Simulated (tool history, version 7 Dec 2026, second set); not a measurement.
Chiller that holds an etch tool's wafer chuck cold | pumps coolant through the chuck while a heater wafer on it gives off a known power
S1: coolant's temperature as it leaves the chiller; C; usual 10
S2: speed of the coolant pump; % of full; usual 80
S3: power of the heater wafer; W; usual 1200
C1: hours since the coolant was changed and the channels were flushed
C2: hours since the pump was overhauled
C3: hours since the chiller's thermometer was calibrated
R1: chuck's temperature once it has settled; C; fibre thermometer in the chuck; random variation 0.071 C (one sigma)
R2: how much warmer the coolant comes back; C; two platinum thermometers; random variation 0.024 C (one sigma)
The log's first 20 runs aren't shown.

Run 21, hour 1261.6: usual settings but S1 1 C, S3 1622 W; C1 432; C2 4833; C3 4461. Result: R1 18.72 C, R2 5.91 C.
Run 22, hour 1333.4: usual settings but S1 8 C, S2 91 % of full; C1 504; C2 4905; C3 4533. Result: R1 19.88 C, R2 3.82 C.
At hour 1373.8: chiller's thermometer calibrated.
Run 23, hour 1416.5: usual settings but S1 12 C, S2 91 % of full; C1 586; C2 4987; C3 43. Result: R1 24.08 C, R2 3.8 C.
Run 24, hour 1462.5: usual settings but S1 5 C, S3 784 W; C1 632; C2 5033; C3 89. Result: R1 13.69 C, R2 2.86 C.
Run 25, hour 1530.1: usual settings but S1 5 C, S3 784 W; C1 700; C2 5101; C3 156. Result: R1 13.6 C, R2 2.84 C.
Run 26, hour 1609.9: usual settings but S1 3 C, S3 1389 W; C1 780; C2 5180; C3 236. Result: R1 18.39 C, R2 5.07 C.
Run 27, hour 1682.3: usual settings but S1 9 C, S2 64 % of full, S3 1598 W; C1 852; C2 5253; C3 308. Result: R1 29.73 C, R2 7.56 C.
Run 28, hour 1725.5: usual settings but S1 9 C, S2 64 % of full, S3 1598 W; C1 895; C2 5296; C3 352. Result: R1 29.86 C, R2 7.58 C.
Run 29, hour 1808.6: usual settings but S1 9 C, S2 64 % of full, S3 1598 W; C1 978; C2 5379; C3 435. Result: R1 29.94 C, R2 7.59 C.
Run 30, hour 1851.5: usual settings but S1 16 C, S2 64 % of full, S3 1598 W; C1 1021; C2 5422; C3 478. Result: R1 36.85 C, R2 7.63 C.
Run 31, hour 1903.7: usual settings but S1 16 C, S2 64 % of full, S3 1598 W; C1 1073; C2 5474; C3 530. Result: R1 36.92 C, R2 7.6 C.

Forecast each of these 5 alternatives for the next run:
Run A, hour 1945.1: usual settings but S1 5 C, S2 66 % of full; C1 1115; C2 5516; C3 571. Result: R1 ?, R2 ?.
Run B, hour 1945.1: usual settings but S1 8 C, S2 65 % of full, S3 1483 W; C1 1115; C2 5516; C3 571. Result: R1 ?, R2 ?.
Run C, hour 1945.1: usual settings but S1 16 C, S2 67 % of full, S3 788 W; C1 1115; C2 5516; C3 571. Result: R1 ?, R2 ?.
Run D, hour 1945.1: usual settings but S1 13 C, S2 64 % of full, S3 1193 W; C1 1115; C2 5516; C3 571. Result: R1 ?, R2 ?.
Run E, hour 1945.1: usual settings but S1 17 C, S2 64 % of full, S3 1598 W; C1 1115; C2 5516; C3 571. Result: R1 ?, R2 ?.

run     R1    R2
  A  20.24  5.51
  B  27.23  6.87
  C  25.93  3.53
  D  28.66  5.68
  E  37.93  7.58
Without the tool's hidden state the same runs would have given:
run     R1    R2
  A  19.65  5.26
  B  26.49  6.57
  C  25.55  3.38
  D  28.06  5.43
  E  37.12  7.25
